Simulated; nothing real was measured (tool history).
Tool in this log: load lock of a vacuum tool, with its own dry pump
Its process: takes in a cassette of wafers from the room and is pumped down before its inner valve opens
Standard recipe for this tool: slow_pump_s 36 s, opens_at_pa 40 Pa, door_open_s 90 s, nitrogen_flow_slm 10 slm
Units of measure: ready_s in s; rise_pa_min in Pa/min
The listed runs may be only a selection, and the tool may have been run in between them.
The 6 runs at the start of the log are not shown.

run    hour  slow_pump_s  opens_at_pa  door_open_s  nitrogen_flow_slm  hours that the pump has run since its overhaul  times that the door has closed on its seal  incoming humidity of the room's air, %  ready_s  rise_pa_min
  7  1080.4           36           40           90                 10                                            7736                                       19463                                    43.5     89.4        0.525
  8  1220.5           36           40           90                 10                                            7876                                       20139                                    47.1     90.2        0.576
  9  1324.8           28           40           90                 10                                            7981                                       20643                                    42.4     84.5        0.593
 10  1484.3           28           40           90                 10                                            8140                                       21412                                    42.9       84        0.644
 11  1662.4           28           40           90                 10                                            8318                                       22272                                      41     84.7        0.669
       1708  -- door's seal changed, seat wiped
 12  1835.1           36           40          219                 10                                            8489                                         614                                    46.1     90.7        0.101
 13  1984.7           36           40          219                 10                                            8639                                        1336                                    45.1     90.8        0.106
 14  2175.2           36           40          219                 10                                            8830                                        2256                                      44     90.1        0.117
 15  2272.6           36           40           90                 10                                            8927                                        2726                                    47.1     91.5         0.09
 16  2424.6           36           40           90                 10                                            9079                                        3459                                    43.4     91.6          0.1
 17  2651.2           36           40           90                 10                                            9306                                        4553                                    42.4     91.5        0.116
 18  2788.4           36           40           90                 10                                            9443                                        5215                                    42.3     91.1        0.129
 19  2929.2           36           40          187                 10                                            9584                                        5895                                    44.7     91.7        0.162
 20  3083.3           36           40          187                 10                                            9738                                        6639                                      46     92.1        0.181
     3204.7  -- dry pump taken out, an overhauled one fitted
 21  3267.9           36           73          187                  4                                              63                                        7501                                    43.6     79.1        0.207
 22  3461.4           34           73          186                 35                                             257                                        8436                                    42.5     78.2        0.188
 23  3652.4           36           40           90                  9                                             448                                        9357                                    44.3     83.7        0.219
 24  3813.4           36           40           90                  5                                             609                                       10134                                    46.5     84.5        0.242
 25  3918.8           31           50           90                 41                                             714                                       10643                                    49.2     78.5        0.231
 26  4026.3           31           50           90                 41                                             822                                       11162                                    42.8     79.7        0.244
 27  4231.2           53           31           83                 14                                            1027                                       12152                                    48.7     99.1        0.282
 28  4433.7           36           43           66                 10                                            1229                                       13129                                    47.6     84.2        0.308

Predict the results of run 29:
 29  4586.6           36           43           66                 10                                            1382                                       13867                                    47.2        ?            ?

{"run 29": {"ready_s": 84.2, "rise_pa_min": 0.331}}
With the hidden condition absent and the run-to-run variation left alone, this run would have shown ready_s 82.9 s, rise_pa_min 0.048 Pa/min.
